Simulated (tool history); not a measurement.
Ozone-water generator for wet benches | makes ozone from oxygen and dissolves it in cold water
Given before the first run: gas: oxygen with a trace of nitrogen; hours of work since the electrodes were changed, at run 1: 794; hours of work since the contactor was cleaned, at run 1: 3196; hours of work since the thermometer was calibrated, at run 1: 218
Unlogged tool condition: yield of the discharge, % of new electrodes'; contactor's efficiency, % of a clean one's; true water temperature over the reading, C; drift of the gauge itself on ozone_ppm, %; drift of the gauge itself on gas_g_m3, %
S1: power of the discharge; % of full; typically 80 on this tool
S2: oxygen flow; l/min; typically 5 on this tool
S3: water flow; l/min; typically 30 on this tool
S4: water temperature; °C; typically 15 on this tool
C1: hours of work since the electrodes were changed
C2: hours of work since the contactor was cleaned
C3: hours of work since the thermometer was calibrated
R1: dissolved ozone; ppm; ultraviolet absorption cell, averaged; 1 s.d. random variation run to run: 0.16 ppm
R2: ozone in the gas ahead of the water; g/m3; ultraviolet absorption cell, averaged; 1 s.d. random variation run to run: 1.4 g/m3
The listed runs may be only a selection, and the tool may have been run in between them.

Run 1, hour 0: usual settings; C1 794; C2 3196; C3 218. Result: R1 19 ppm, R2 248.3 g/m3.
Run 2, hour 23.4: usual settings; C1 817; C2 3219; C3 241. Result: R1 18.9 ppm, R2 245.7 g/m3.
Run 3, hour 56.5: usual settings but S3 42 l/min; C1 850; C2 3251; C3 274. Result: R1 13.4 ppm, R2 247.5 g/m3.
Run 4, hour 92.6: usual settings but S3 42 l/min; C1 885; C2 3287; C3 309. Result: R1 12.9 ppm, R2 249.8 g/m3.
Run 5, hour 119.1: usual settings but S3 42 l/min; C1 911; C2 3313; C3 335. Result: R1 13.2 ppm, R2 244.7 g/m3.
Run 6, hour 156.2: usual settings but S4 9 °C; C1 947; C2 3349; C3 371. Result: R1 20.2 ppm, R2 247.2 g/m3.
Run 7, hour 187.8: usual settings but S4 9 °C; C1 978; C2 3380; C3 402. Result: R1 19.9 ppm, R2 248.2 g/m3.
Run 8, hour 223.8: usual settings but S3 19 l/min, S4 9 °C; C1 1013; C2 3415; C3 437. Result: R1 31.3 ppm, R2 242.7 g/m3.
Run 9, hour 247.6: usual settings but S3 19 l/min, S4 9 °C; C1 1037; C2 3438; C3 461. Result: R1 31.4 ppm, R2 245.3 g/m3.
Run 10, hour 286.1: usual settings but S1 52 % of full, S2 2.68 l/min, S3 24 l/min, S4 13 °C; C1 1074; C2 3476; C3 498. Result: R1 13.8 ppm, R2 220.5 g/m3.
Run 11, hour 306.3: usual settings but S1 52 % of full, S2 2.68 l/min, S3 24 l/min, S4 13 °C; C1 1094; C2 3496; C3 518. Result: R1 13.8 ppm, R2 219.9 g/m3.
Run 12, hour 336.7: usual settings but S1 52 % of full, S2 2.68 l/min, S3 24 l/min, S4 13 °C; C1 1124; C2 3526; C3 548. Result: R1 13.8 ppm, R2 221.6 g/m3.
Run 13, hour 356.6: usual settings but S1 96 % of full, S3 21 l/min; C1 1143; C2 3545; C3 567. Result: R1 31 ppm, R2 286.5 g/m3.

Forecast each of these 4 alternatives for the next run:
Run A, hour 388.1: usual settings but S2 3.12 l/min, S3 26 l/min, S4 22 °C; C1 1174; C2 3576; C3 598. Result: R1 ?, R2 ?.
Run B, hour 388.1: usual settings but S1 96 % of full, S2 6.36 l/min, S3 21 l/min; C1 1174; C2 3576; C3 598. Result: R1 ?, R2 ?.
Run C, hour 388.1: usual settings but S2 3.26 l/min, S3 22 l/min, S4 8 °C; C1 1174; C2 3576; C3 598. Result: R1 ?, R2 ?.
Run D, hour 388.1: usual settings but S2 3.37 l/min, S3 48 l/min, S4 11 °C; C1 1174; C2 3576; C3 598. Result: R1 ?, R2 ?.

run    R1     R2
  A    18  300.7
  B  31.3  255.8
  C  24.4  294.5
  D   9.7  291.5
What these runs would have given with no unlogged condition in the tool:
run    R1     R2
  A  19.9  313.7
  B  34.6  268.5
  C  26.8  307.2
  D  10.9  304.1

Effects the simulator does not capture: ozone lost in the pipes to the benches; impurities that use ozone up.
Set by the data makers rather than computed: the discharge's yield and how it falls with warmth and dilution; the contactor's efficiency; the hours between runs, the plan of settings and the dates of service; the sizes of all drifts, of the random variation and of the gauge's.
